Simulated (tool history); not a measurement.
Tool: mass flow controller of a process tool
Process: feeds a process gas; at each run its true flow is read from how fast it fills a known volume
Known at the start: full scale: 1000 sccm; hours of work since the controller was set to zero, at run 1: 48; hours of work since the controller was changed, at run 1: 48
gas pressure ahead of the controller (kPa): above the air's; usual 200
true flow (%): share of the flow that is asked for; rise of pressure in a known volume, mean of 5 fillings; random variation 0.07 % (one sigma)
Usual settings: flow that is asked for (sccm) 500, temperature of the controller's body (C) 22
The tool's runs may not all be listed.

| run | hour | flow that is asked for (sccm) | gas pressure ahead of the controller (kPa) | temperature of the controller's body (C) | hours of work since the controller was set to zero | hours of work since the controller was changed | true flow (%) |
|---|---|---|---|---|---|---|---|
| 1 | 0 | 500 | 200 | 22 | 48 | 48 | 98.5 |
| 2 | 67.7 | 500 | 200 | 26 | 82 | 82 | 98.11 |
| 3 | 141.7 | 500 | 200 | 26 | 119 | 119 | 98.11 |
| 4 | 212 | 500 | 200 | 22 | 154 | 154 | 98.35 |
| 5 | 273.1 | 500 | 162 | 22 | 185 | 185 | 98.48 |
| 6 | 333.1 | 500 | 162 | 22 | 215 | 215 | 98.59 |
| 7 | 421 | 500 | 200 | 22 | 259 | 259 | 98.32 |
| 8 | 498.6 | 500 | 200 | 22 | 297 | 297 | 98.3 |
| 9 | 579.3 | 500 | 200 | 22 | 338 | 338 | 98.28 |
| 10 | 621.8 | 500 | 200 | 22 | 359 | 359 | 98.3 |
| 11 | 666.6 | 500 | 200 | 22 | 381 | 381 | 98.27 |
| 12 | 731.3 | 500 | 200 | 22 | 414 | 414 | 98.17 |
| 13 | 810.4 | 500 | 200 | 22 | 453 | 453 | 98.2 |
| 14 | 887.3 | 500 | 200 | 22 | 492 | 492 | 98.28 |
| 15 | 951.3 | 500 | 200 | 22 | 523 | 523 | 98.14 |
| 16 | 1002.4 | 500 | 200 | 22 | 549 | 549 | 98.15 |
| 17 | 1049.2 | 500 | 200 | 22 | 572 | 572 | 98.15 |
| 18 | 1097.4 | 500 | 200 | 22 | 597 | 597 | 98.14 |
| 19 | 1142.7 | 326 | 200 | 22 | 619 | 619 | 97.35 |
| 20 | 1206.6 | 326 | 200 | 21 | 651 | 651 | 97.49 |
| 21 | 1259.5 | 326 | 200 | 21 | 677 | 677 | 97.43 |
| 22 | 1343 | 326 | 200 | 21 | 719 | 719 | 97.43 |
| 23 | 1416.2 | 326 | 200 | 21 | 756 | 756 | 97.26 |
| 24 | 1483.3 | 326 | 200 | 21 | 789 | 789 | 97.31 |
| 25 | 1556.1 | 327 | 205 | 35 | 826 | 826 | 96.08 |
| 26 | 1622.4 | 683 | 141 | 22 | 859 | 859 | 98.89 |
| 27 | 1687.8 | 683 | 141 | 26 | 891 | 891 | 98.47 |
| 28 | 1727.6 | 683 | 162 | 24 | 911 | 911 | 98.54 |
| 29 | 1792.8 | 284 | 209 | 38 | 944 | 944 | 95.4 |
| 30 | 1831.9 | 284 | 209 | 38 | 963 | 963 | 95.31 |
| 31 | 1906.4 | 284 | 209 | 38 | 1001 | 1001 | 95.25 |
| 32 | 1966.7 | 284 | 209 | 36 | 1031 | 1031 | 95.4 |
| 33 | 2026.5 | 514 | 154 | 28 | 1061 | 1061 | 97.55 |
| 34 | 2113.3 | 189 | 182 | 22 | 1104 | 1104 | 96.03 |
| 35 | 2178 | 500 | 212 | 22 | 1136 | 1136 | 97.69 |
| 36 | 2253.8 | 650 | 200 | 37 | 1174 | 1174 | 96.98 |
| 37 | 2333.8 | 500 | 200 | 23 | 1214 | 1214 | 97.8 |
| 38 | 2392 | 500 | 200 | 23 | 1243 | 1243 | 97.6 |
| 39 | 2440 | 189 | 200 | 35 | 1267 | 1267 | 94.53 |
| 40 | 2493 | 690 | 200 | 22 | 1294 | 1294 | 98.57 |
| 41 | 2554.9 | 455 | 200 | 37 | 1325 | 1325 | 96.04 |
| 42 | 2614.5 | 455 | 200 | 20 | 1354 | 1354 | 97.59 |
| 43 | 2694.7 | 455 | 200 | 20 | 1394 | 1394 | 97.65 |
| 44 | 2783 | 122 | 200 | 21 | 1439 | 1439 | 94.62 |
| 45 | 2842.3 | 147 | 265 | 22 | 1468 | 1468 | 94.86 |
| 46 | 2913.1 | 985 | 278 | 22 | 1504 | 1504 | 99.48 |
| 47 | 2989.9 | 500 | 147 | 33 | 1542 | 1542 | 96.61 |
| 48 | 3044.2 | 500 | 147 | 33 | 1569 | 1569 | 96.64 |

4 ways to go on from here, each from the tool as it stands after run 48. What would each give?
| A | 3091.6 | 500 | 217 | 26 | 1593 | 1593 | ? |
| B | 3091.6 | 500 | 200 | 27 | 1593 | 1593 | ? |
| C | 3091.6 | 137 | 166 | 27 | 1593 | 1593 | ? |
| D | 3091.6 | 500 | 250 | 23 | 1593 | 1593 | ? |

| run | true flow (%) |
|---|---|
| A | 97.11 |
| B | 96.94 |
| C | 94.09 |
| D | 97.35 |
Without the tool's hidden state the same runs would have given:
| run | true flow (%) |
|---|---|
| A | 98.16 |
| B | 97.99 |
| C | 96.85 |
| D | 98.4 |
